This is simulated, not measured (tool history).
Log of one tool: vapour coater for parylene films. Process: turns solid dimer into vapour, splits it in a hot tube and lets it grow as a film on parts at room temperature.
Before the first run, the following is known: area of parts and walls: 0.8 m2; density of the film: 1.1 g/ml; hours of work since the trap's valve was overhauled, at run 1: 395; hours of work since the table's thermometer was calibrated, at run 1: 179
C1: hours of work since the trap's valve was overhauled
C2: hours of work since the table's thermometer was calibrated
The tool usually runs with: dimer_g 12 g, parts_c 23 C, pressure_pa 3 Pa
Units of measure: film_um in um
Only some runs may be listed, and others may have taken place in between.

Run 1, hour 0: usual settings; C1 395; C2 179. Result: film_um 6.55 um.
Run 2, hour 49.3: usual settings; C1 415; C2 199. Result: film_um 6.57 um.
Run 3, hour 88.4: usual settings; C1 430; C2 214. Result: film_um 6.56 um.
Run 4, hour 123.5: usual settings; C1 444; C2 228. Result: film_um 6.51 um.
Run 5, hour 160.6: usual settings; C1 459; C2 243. Result: film_um 6.57 um.
Run 6, hour 200.5: usual settings; C1 475; C2 259. Result: film_um 6.41 um.
At hour 234: trap's valve overhauled.
Run 7, hour 250.5: usual settings; C1 7; C2 278. Result: film_um 7.07 um.
Run 8, hour 272.5: usual settings; C1 15; C2 286. Result: film_um 7.08 um.
Run 9, hour 301.9: usual settings; C1 27; C2 298. Result: film_um 7.03 um.
Run 10, hour 339.2: usual settings; C1 42; C2 313. Result: film_um 7.16 um.
Run 11, hour 369.7: usual settings; C1 54; C2 325. Result: film_um 6.99 um.
Run 12, hour 411.3: usual settings but parts_c 26 C; C1 71; C2 342. Result: film_um 6.36 um.
Run 13, hour 444.3: usual settings but parts_c 26 C; C1 84; C2 355. Result: film_um 6.43 um.
Run 14, hour 491.2: usual settings but parts_c 26 C; C1 103; C2 374. Result: film_um 6.37 um.
Run 15, hour 540.2: usual settings but parts_c 26 C; C1 123; C2 394. Result: film_um 6.23 um.
Run 16, hour 575.9: usual settings but parts_c 26 C; C1 137; C2 408. Result: film_um 6.34 um.
Run 17, hour 607.5: usual settings but parts_c 26 C; C1 150; C2 421. Result: film_um 6.38 um.
Run 18, hour 636.3: usual settings but parts_c 26 C; C1 161; C2 432. Result: film_um 6.36 um.
Run 19, hour 679.5: usual settings but parts_c 26 C; C1 179; C2 450. Result: film_um 6.17 um.
Run 20, hour 704.9: usual settings but parts_c 26 C; C1 189; C2 460. Result: film_um 6.24 um.
Run 21, hour 741.1: usual settings but parts_c 26 C; C1 203; C2 474. Result: film_um 6.26 um.
Run 22, hour 763: usual settings but parts_c 26 C; C1 212; C2 483. Result: film_um 6.21 um.
Run 23, hour 793.5: usual settings but parts_c 26 C; C1 224; C2 495. Result: film_um 6.17 um.
Run 24, hour 826.4: usual settings but dimer_g 7 g; C1 237; C2 509. Result: film_um 3.95 um.
Run 25, hour 849: usual settings but dimer_g 6 g, pressure_pa 4.92 Pa; C1 247; C2 518. Result: film_um 3.3 um.
Run 26, hour 880: usual settings but dimer_g 15 g; C1 259; C2 530. Result: film_um 8.39 um.
Run 27, hour 919.2: usual settings but dimer_g 9 g, pressure_pa 5.53 Pa; C1 275; C2 546. Result: film_um 4.85 um.
Run 28, hour 949.8: usual settings but dimer_g 9 g, pressure_pa 5.53 Pa; C1 287; C2 558. Result: film_um 4.82 um.
Run 29, hour 978: usual settings but dimer_g 5 g, parts_c 33 C, pressure_pa 3.99 Pa; C1 298; C2 569. Result: film_um 2.11 um.
Run 30, hour 1025: usual settings but dimer_g 16 g, parts_c 24 C; C1 317; C2 588. Result: film_um 8.53 um.
Run 31, hour 1056.2: usual settings but dimer_g 16 g, parts_c 24 C, pressure_pa 4.98 Pa; C1 330; C2 601. Result: film_um 8.31 um.
Run 32, hour 1092.7: usual settings but dimer_g 16 g, parts_c 24 C, pressure_pa 4.98 Pa; C1 344; C2 615. Result: film_um 8.22 um.
Run 33, hour 1113: usual settings but dimer_g 16 g, parts_c 22 C, pressure_pa 11.34 Pa; C1 352; C2 623. Result: film_um 8.39 um.
Run 34, hour 1156.1: usual settings but dimer_g 16 g, parts_c 22 C, pressure_pa 11.34 Pa; C1 370; C2 641. Result: film_um 8.2 um.
Run 35, hour 1197.2: usual settings but dimer_g 16 g, parts_c 22 C, pressure_pa 11.34 Pa; C1 386; C2 657. Result: film_um 8.33 um.
Run 36, hour 1242.4: usual settings but pressure_pa 8.8 Pa; C1 404; C2 675. Result: film_um 6.01 um.
Run 37, hour 1276: usual settings but dimer_g 9 g, parts_c 28 C, pressure_pa 8.62 Pa; C1 418; C2 689. Result: film_um 3.97 um.
Run 38, hour 1317.2: usual settings but dimer_g 5 g, pressure_pa 2.79 Pa; C1 434; C2 705. Result: film_um 2.78 um.
Run 39, hour 1352.4: usual settings but dimer_g 7 g, pressure_pa 2.79 Pa; C1 448; C2 719. Result: film_um 3.81 um.
Run 40, hour 1398.8: usual settings but dimer_g 7 g, pressure_pa 2.79 Pa; C1 467; C2 738. Result: film_um 3.75 um.
Run 41, hour 1431.8: usual settings but dimer_g 7 g, pressure_pa 2.79 Pa; C1 480; C2 751. Result: film_um 3.86 um.
At hour 1451.1: trap's valve overhauled.
Run 42, hour 1479.8: usual settings but dimer_g 20 g, parts_c 15 C; C1 11; C2 769. Result: film_um 14.87 um.
Run 43, hour 1529.1: usual settings but dimer_g 20 g, parts_c 15 C; C1 31; C2 789. Result: film_um 14.85 um.

For run 44, what comes out?
Run 44, hour 1552.4: usual settings but dimer_g 20 g, parts_c 15 C; C1 41; C2 798. Result: film_um ?.

film_um: 14.69 um
The same run, on a tool lacking any hidden state, would have yielded film_um 14.83 um.
